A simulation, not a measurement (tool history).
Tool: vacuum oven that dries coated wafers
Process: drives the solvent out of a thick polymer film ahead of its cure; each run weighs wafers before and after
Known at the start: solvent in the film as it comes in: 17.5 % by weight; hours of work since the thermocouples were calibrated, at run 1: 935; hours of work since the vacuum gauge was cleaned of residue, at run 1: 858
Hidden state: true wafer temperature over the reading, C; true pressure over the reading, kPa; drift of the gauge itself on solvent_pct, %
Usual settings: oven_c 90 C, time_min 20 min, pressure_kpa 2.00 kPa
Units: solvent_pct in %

run,hour,oven_c,time_min,pressure_kpa,hours of work since the thermocouples were calibrated,hours of work since the vacuum gauge was cleaned of residue,solvent_pct
1,0.0,90,20,2.00,935,858,1.80
2,91.0,90,12,2.00,979,902,3.43
3,158.3,90,20,2.00,1011,934,1.84
4,244.6,90,20,2.00,1053,975,1.84
5,335.8,90,20,2.00,1096,1019,1.88
6,436.5,90,20,2.00,1144,1067,1.84
7,522.4,76,20,2.00,1185,1108,5.23
# hour 542.2: oven's thermocouples calibrated
8,653.5,76,20,2.00,53,1170,4.45
9,771.7,90,20,2.00,110,1227,1.59
10,849.8,90,20,2.00,147,1264,1.59
# hour 912.0: vacuum gauge cleaned of residue and calibrated
11,921.0,90,20,2.00,181,4,1.66
12,1043.6,90,20,2.00,239,63,1.65
13,1149.9,90,20,2.00,290,114,1.67
14,1223.1,90,36,2.00,325,149,1.19
# hour 1272.1: vacuum gauge cleaned of residue and calibrated, once more
15,1353.7,90,36,2.00,387,39,1.04
16,1419.8,90,36,2.00,419,71,1.01
17,1499.0,90,36,2.00,457,109,1.02
18,1587.0,90,36,2.00,499,151,1.05
19,1648.7,90,34,2.00,528,180,1.06
20,1745.9,90,20,3.52,575,227,2.37
21,1808.8,90,20,3.52,605,257,2.39
22,1939.9,90,20,3.52,668,320,2.40
23,2036.7,90,20,3.52,714,366,2.39
24,2089.7,105,20,2.00,739,391,0.66
25,2219.7,90,20,1.05,802,454,1.29
26,2286.0,90,20,1.05,833,485,1.21
27,2359.4,93,19,2.00,868,521,1.40
28,2476.1,90,12,7.43,924,576,5.73
29,2538.8,90,12,7.43,954,606,5.71
30,2615.0,90,12,4.09,991,643,4.26
31,2732.4,99,22,7.29,1047,699,2.78
32,2845.5,99,22,7.29,1101,753,2.82
33,2927.5,91,27,1.43,1140,792,1.02
34,3020.5,84,12,1.16,1185,837,4.62
# hour 3039.9: oven's thermocouples calibrated
35,3148.1,97,13,5.93,52,897,2.82
36,3257.6,97,24,4.19,104,950,1.64
37,3378.9,88,19,7.38,162,1008,4.56
38,3471.1,88,19,7.38,206,1052,4.54
39,3579.9,88,19,7.38,259,1104,4.60
40,3669.0,88,19,7.38,301,1146,4.61
41,3738.2,88,19,7.38,334,1180,4.72
42,3803.2,98,15,2.00,365,1211,1.17
43,3922.4,103,25,7.01,422,1268,2.20
# hour 3979.7: vacuum gauge cleaned of residue and calibrated
44,4040.9,80,19,2.00,478,29,3.66
45,4163.4,94,22,2.00,537,88,0.99

3 ways to go on from here, each from the tool as it stands after run 45. What would each give?
A,4221.8,94,35,2.00,565,116,?
B,4221.8,78,21,1.87,565,116,?
C,4221.8,86,20,1.36,565,116,?

run,solvent_pct
A,0.90
B,3.74
C,1.85
Without the tool's hidden state the same runs would have given:
run,solvent_pct
A,0.86
B,3.49
C,1.69

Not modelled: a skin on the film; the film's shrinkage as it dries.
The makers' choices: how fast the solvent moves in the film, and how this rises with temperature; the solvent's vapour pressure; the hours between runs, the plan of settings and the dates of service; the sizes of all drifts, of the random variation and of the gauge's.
